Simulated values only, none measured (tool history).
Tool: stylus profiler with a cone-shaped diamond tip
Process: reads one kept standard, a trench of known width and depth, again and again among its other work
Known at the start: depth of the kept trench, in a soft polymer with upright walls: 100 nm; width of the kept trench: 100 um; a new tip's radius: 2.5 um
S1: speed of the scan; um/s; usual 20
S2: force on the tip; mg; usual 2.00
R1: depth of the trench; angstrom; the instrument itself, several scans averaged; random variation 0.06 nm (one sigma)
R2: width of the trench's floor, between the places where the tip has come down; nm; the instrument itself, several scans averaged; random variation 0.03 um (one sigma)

| run | hour | S1 | S2 | R1 | R2 |
|---|---|---|---|---|---|
| 1 | 0.0 | 20 | 2.00 | 1007.8 | 98500 |
| 2 | 67.2 | 20 | 4.81 | 1013.7 | 98530 |
| 3 | 131.6 | 20 | 0.75 | 1002.3 | 98350 |
| 4 | 190.7 | 20 | 0.75 | 1004.0 | 98340 |
| 5 | 269.9 | 9 | 2.00 | 1008.9 | 98410 |
| 6 | 327.0 | 6 | 2.00 | 1008.1 | 98370 |
| 7 | 372.8 | 6 | 2.00 | 1008.9 | 98380 |
| 8 | 445.4 | 6 | 2.00 | 1009.6 | 98360 |
| 9 | 532.5 | 11 | 0.91 | 1005.4 | 98230 |
| 10 | 605.6 | 11 | 0.91 | 1006.5 | 98300 |
| 11 | 648.1 | 17 | 1.82 | 1009.0 | 98230 |
| 12 | 741.4 | 7 | 3.00 | 1010.7 | 98230 |
| 13 | 814.0 | 7 | 1.26 | 1006.0 | 98210 |
| 14 | 895.9 | 8 | 3.36 | 1011.2 | 98190 |
| 15 | 962.8 | 8 | 3.36 | 1012.0 | 98160 |

Not shown: 2 entries that the log had between the listed runs. Between which runs, and how does the tool's hidden state differ before and after?
Between runs 7 and 8: height scale calibrated on a step standard (hour 382.2)
  radius of the tip, um: 3.14 -> 3.26; height scale over the true one, %: 0.096 -> 0.171
  measured less the result without the state, R1: +1.0 -> +1.7 angstrom; R2: -170 -> -200 nm
Between runs 11 and 12: height scale calibrated on a step standard, once more (hour 706.6)
  radius of the tip, um: 3.59 -> 3.74; height scale over the true one, %: 0.217 -> 0.019
  measured less the result without the state, R1: +2.2 -> +0.2 angstrom; R2: -280 -> -320 nm
